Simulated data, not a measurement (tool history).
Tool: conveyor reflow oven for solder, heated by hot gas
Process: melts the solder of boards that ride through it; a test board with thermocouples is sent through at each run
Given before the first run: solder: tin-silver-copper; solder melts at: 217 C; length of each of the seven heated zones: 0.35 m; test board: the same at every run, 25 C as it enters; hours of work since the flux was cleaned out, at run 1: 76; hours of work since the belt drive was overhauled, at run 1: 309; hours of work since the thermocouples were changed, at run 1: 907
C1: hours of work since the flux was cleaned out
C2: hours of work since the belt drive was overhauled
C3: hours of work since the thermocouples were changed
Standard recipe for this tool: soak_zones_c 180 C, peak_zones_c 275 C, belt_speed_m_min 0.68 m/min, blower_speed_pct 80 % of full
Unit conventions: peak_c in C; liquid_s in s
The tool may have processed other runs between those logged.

Run 1, hour 0: usual settings; C1 76; C2 309; C3 907. Result: peak_c 263.01 C, liquid_s 53.69 s.
Run 2, hour 18.1: usual settings; C1 86; C2 318; C3 917. Result: peak_c 262.98 C, liquid_s 53.61 s.
Run 3, hour 43.1: usual settings; C1 99; C2 332; C3 930. Result: peak_c 262.95 C, liquid_s 53.65 s.
Run 4, hour 61.6: usual settings but blower_speed_pct 62 % of full; C1 109; C2 341; C3 940. Result: peak_c 258 C, liquid_s 50.69 s.
Run 5, hour 76.4: usual settings; C1 117; C2 349; C3 947. Result: peak_c 262.78 C, liquid_s 53.57 s.
Run 6, hour 92.7: usual settings; C1 125; C2 358; C3 956. Result: peak_c 262.91 C, liquid_s 53.48 s.
Run 7, hour 112.4: usual settings but soak_zones_c 193 C; C1 136; C2 368; C3 966. Result: peak_c 264.67 C, liquid_s 58.24 s.
Run 8, hour 124.6: usual settings but soak_zones_c 193 C; C1 142; C2 375; C3 973. Result: peak_c 264.62 C, liquid_s 58.35 s.
Run 9, hour 148.6: usual settings; C1 155; C2 387; C3 985. Result: peak_c 262.67 C, liquid_s 53.43 s.
Run 10, hour 165.5: usual settings but soak_zones_c 195 C; C1 164; C2 396; C3 994. Result: peak_c 264.77 C, liquid_s 59.08 s.
Run 11, hour 178.8: usual settings but soak_zones_c 186 C, blower_speed_pct 54 % of full; C1 171; C2 403; C3 1001. Result: peak_c 256.1 C, liquid_s 51.15 s.
Run 12, hour 205.3: usual settings but soak_zones_c 192 C, belt_speed_m_min 0.66 m/min, blower_speed_pct 65 % of full; C1 185; C2 417; C3 1015. Result: peak_c 261.61 C, liquid_s 58.39 s.
At hour 214.7: flux residue cleaned out of gas plates and filters.
Run 13, hour 233: usual settings but soak_zones_c 192 C, peak_zones_c 272 C, belt_speed_m_min 0.66 m/min, blower_speed_pct 65 % of full; C1 10; C2 429; C3 1027. Result: peak_c 259.99 C, liquid_s 57.86 s.
Run 14, hour 248: usual settings but soak_zones_c 192 C, peak_zones_c 272 C, belt_speed_m_min 0.66 m/min, blower_speed_pct 65 % of full; C1 18; C2 437; C3 1035. Result: peak_c 259.93 C, liquid_s 57.73 s.
Run 15, hour 265.2: usual settings but soak_zones_c 192 C, peak_zones_c 270 C, belt_speed_m_min 0.66 m/min, blower_speed_pct 65 % of full; C1 27; C2 446; C3 1044. Result: peak_c 258.18 C, liquid_s 57.05 s.
Run 16, hour 288.7: usual settings but belt_speed_m_min 0.74 m/min, blower_speed_pct 58 % of full; C1 39; C2 458; C3 1057. Result: peak_c 253.99 C, liquid_s 44 s.
Run 17, hour 306.1: usual settings but belt_speed_m_min 0.82 m/min, blower_speed_pct 87 % of full; C1 48; C2 468; C3 1066. Result: peak_c 259.42 C, liquid_s 42.76 s.

3 options for the next run, each taken on its own from the tool as it stands now. Forecast them:
Run A, hour 319.5: usual settings but belt_speed_m_min 0.574 m/min, blower_speed_pct 72 % of full; C1 55; C2 475; C3 1073. Result: peak_c ?, liquid_s ?.
Run B, hour 319.5: usual settings but belt_speed_m_min 0.542 m/min; C1 55; C2 475; C3 1073. Result: peak_c ?, liquid_s ?.
Run C, hour 319.5: usual settings but peak_zones_c 278 C, belt_speed_m_min 0.752 m/min, blower_speed_pct 55 % of full; C1 55; C2 475; C3 1073. Result: peak_c ?, liquid_s ?.

run  peak_c  liquid_s
  A  265.96     65.37
  B  268.72     70.76
  C  254.32     43.21
With no hidden state in the tool, these same runs would have given:
run  peak_c  liquid_s
  A  265.05     64.66
  B  267.76     70.04
  C  253.58     42.62
